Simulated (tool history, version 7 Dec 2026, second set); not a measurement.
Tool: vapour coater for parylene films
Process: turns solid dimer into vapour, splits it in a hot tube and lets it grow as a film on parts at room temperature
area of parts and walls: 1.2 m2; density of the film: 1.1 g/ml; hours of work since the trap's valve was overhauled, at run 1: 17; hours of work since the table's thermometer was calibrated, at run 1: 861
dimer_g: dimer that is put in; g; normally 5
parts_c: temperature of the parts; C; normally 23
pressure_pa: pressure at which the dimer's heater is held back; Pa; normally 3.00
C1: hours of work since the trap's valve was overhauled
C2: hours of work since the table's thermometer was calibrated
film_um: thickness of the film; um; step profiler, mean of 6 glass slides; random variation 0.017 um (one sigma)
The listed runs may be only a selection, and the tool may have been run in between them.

Run 1, hour 0.0: usual settings; C1 17; C2 861. Result: film_um 1.92 um.
Run 2, hour 35.9: usual settings; C1 43; C2 886. Result: film_um 1.92 um.
Run 3, hour 69.3: usual settings but parts_c 18 C; C1 67; C2 910. Result: film_um 2.39 um.
Run 4, hour 118.4: usual settings but dimer_g 8 g; C1 102; C2 945. Result: film_um 3.03 um.
Run 5, hour 160.5: usual settings but dimer_g 8 g; C1 132; C2 975. Result: film_um 2.98 um.
Run 6, hour 201.6: usual settings but parts_c 34 C; C1 161; C2 1005. Result: film_um 1.13 um.
Run 7, hour 241.4: usual settings but parts_c 34 C; C1 190; C2 1033. Result: film_um 1.12 um.
Run 8, hour 301.5: usual settings but parts_c 34 C; C1 233; C2 1076. Result: film_um 1.14 um.
Run 9, hour 357.9: usual settings but parts_c 34 C; C1 273; C2 1117. Result: film_um 1.11 um.
Run 10, hour 408.9: usual settings but parts_c 34 C; C1 310; C2 1153. Result: film_um 1.09 um.
Run 11, hour 462.9: usual settings but parts_c 34 C; C1 349; C2 1192. Result: film_um 1.07 um.
At hour 518.4: trap's valve overhauled.
Run 12, hour 522.5: usual settings but parts_c 34 C; C1 3; C2 1232. Result: film_um 1.20 um.
Run 13, hour 559.6: usual settings; C1 30; C2 1259. Result: film_um 1.95 um.
Run 14, hour 589.7: usual settings but dimer_g 4 g; C1 51; C2 1280. Result: film_um 1.58 um.
Run 15, hour 626.3: usual settings but dimer_g 4 g; C1 77; C2 1306. Result: film_um 1.54 um.
Run 16, hour 652.2: usual settings; C1 96; C2 1325. Result: film_um 1.92 um.
Run 17, hour 704.0: usual settings; C1 133; C2 1362. Result: film_um 1.89 um.
Run 18, hour 753.0: usual settings; C1 168; C2 1397. Result: film_um 1.91 um.
Run 19, hour 789.0: usual settings but pressure_pa 6.45 Pa; C1 194; C2 1423. Result: film_um 1.65 um.
Run 20, hour 819.5: usual settings but pressure_pa 6.45 Pa; C1 216; C2 1445. Result: film_um 1.61 um.
Run 21, hour 868.7: usual settings but pressure_pa 6.94 Pa; C1 251; C2 1480. Result: film_um 1.60 um.
Run 22, hour 906.2: usual settings but pressure_pa 6.94 Pa; C1 278; C2 1507. Result: film_um 1.59 um.
Run 23, hour 937.2: usual settings but pressure_pa 6.94 Pa; C1 300; C2 1529. Result: film_um 1.56 um.
Run 24, hour 975.5: usual settings but dimer_g 3 g, parts_c 27 C, pressure_pa 3.63 Pa; C1 327; C2 1556. Result: film_um 0.88 um.
At hour 994.1: table's thermometer calibrated.
Run 25, hour 1034.4: usual settings but dimer_g 9 g, parts_c 27 C, pressure_pa 5.17 Pa; C1 369; C2 29. Result: film_um 2.53 um.
At hour 1058.7: trap's valve overhauled.
Run 26, hour 1070.8: usual settings but dimer_g 3 g, parts_c 29 C, pressure_pa 3.16 Pa; C1 9; C2 52. Result: film_um 0.94 um.
Run 27, hour 1097.7: usual settings but dimer_g 6 g, parts_c 24 C, pressure_pa 5.90 Pa; C1 28; C2 71. Result: film_um 2.06 um.
Run 28, hour 1131.7: usual settings but dimer_g 3 g, parts_c 24 C, pressure_pa 6.69 Pa; C1 52; C2 96. Result: film_um 1.03 um.
Run 29, hour 1187.7: usual settings but dimer_g 9 g, pressure_pa 8.03 Pa; C1 92; C2 136. Result: film_um 3.05 um.
Run 30, hour 1215.3: usual settings but dimer_g 3 g, parts_c 16 C, pressure_pa 4.62 Pa; C1 112; C2 156. Result: film_um 1.54 um.
Run 31, hour 1267.5: usual settings but dimer_g 2 g, parts_c 20 C; C1 150; C2 193. Result: film_um 0.92 um.
Run 32, hour 1296.5: usual settings but dimer_g 8 g, pressure_pa 9.62 Pa; C1 170; C2 214. Result: film_um 2.53 um.
At hour 1324.0: table's thermometer calibrated, once more.
Run 33, hour 1325.8: usual settings but dimer_g 8 g, pressure_pa 9.62 Pa; C1 191; C2 1. Result: film_um 2.27 um.
Run 34, hour 1373.9: usual settings but dimer_g 8 g, pressure_pa 7.88 Pa; C1 225; C2 36. Result: film_um 2.35 um.
Run 35, hour 1433.3: usual settings but parts_c 22 C; C1 268; C2 78. Result: film_um 1.81 um.
Run 36, hour 1490.6: usual settings but dimer_g 4 g, parts_c 22 C; C1 309; C2 119. Result: film_um 1.42 um.
Run 37, hour 1543.7: usual settings but dimer_g 3 g, parts_c 27 C; C1 347; C2 157. Result: film_um 0.85 um.
Run 38, hour 1591.0: usual settings but dimer_g 3 g, parts_c 27 C; C1 381; C2 191. Result: film_um 0.82 um.
At hour 1600.4: trap's valve overhauled.
Run 39, hour 1621.5: usual settings but dimer_g 9 g, parts_c 33 C, pressure_pa 4.76 Pa; C1 15; C2 210. Result: film_um 1.96 um.
Run 40, hour 1674.1: usual settings but dimer_g 9 g, parts_c 18 C, pressure_pa 5.22 Pa; C1 53; C2 248. Result: film_um 3.78 um.
Run 41, hour 1707.0: usual settings but parts_c 24 C, pressure_pa 3.98 Pa; C1 76; C2 271. Result: film_um 1.67 um.
Run 42, hour 1742.3: usual settings but pressure_pa 4.57 Pa; C1 102; C2 297. Result: film_um 1.70 um.
Run 43, hour 1790.2: usual settings but dimer_g 4 g, parts_c 30 C, pressure_pa 4.57 Pa; C1 136; C2 331. Result: film_um 0.98 um.
Run 44, hour 1842.2: usual settings but parts_c 22 C, pressure_pa 2.12 Pa; C1 173; C2 368. Result: film_um 2.03 um.
Run 45, hour 1897.7: usual settings but dimer_g 2 g, parts_c 33 C, pressure_pa 4.10 Pa; C1 213; C2 408. Result: film_um 0.41 um.
Run 46, hour 1952.7: usual settings but dimer_g 2 g, parts_c 33 C, pressure_pa 4.10 Pa; C1 252; C2 448. Result: film_um 0.41 um.

Branching from run 46: 3 alternative next runs. What would each branch give?
Run A, hour 1985.1: usual settings but dimer_g 4 g, parts_c 32 C; C1 276; C2 471. Result: film_um ?.
Run B, hour 1985.1: usual settings but dimer_g 3 g, parts_c 33 C, pressure_pa 4.10 Pa; C1 276; C2 471. Result: film_um ?.
Run C, hour 1985.1: usual settings but dimer_g 2 g, parts_c 15 C, pressure_pa 8.01 Pa; C1 276; C2 471. Result: film_um ?.

run  film_um
  A     0.93
  B     0.62
  C     0.84
Stripped of hidden state, with their random variation kept, the same runs would have yielded:
run  film_um
  A     1.00
  B     0.67
  C     0.90
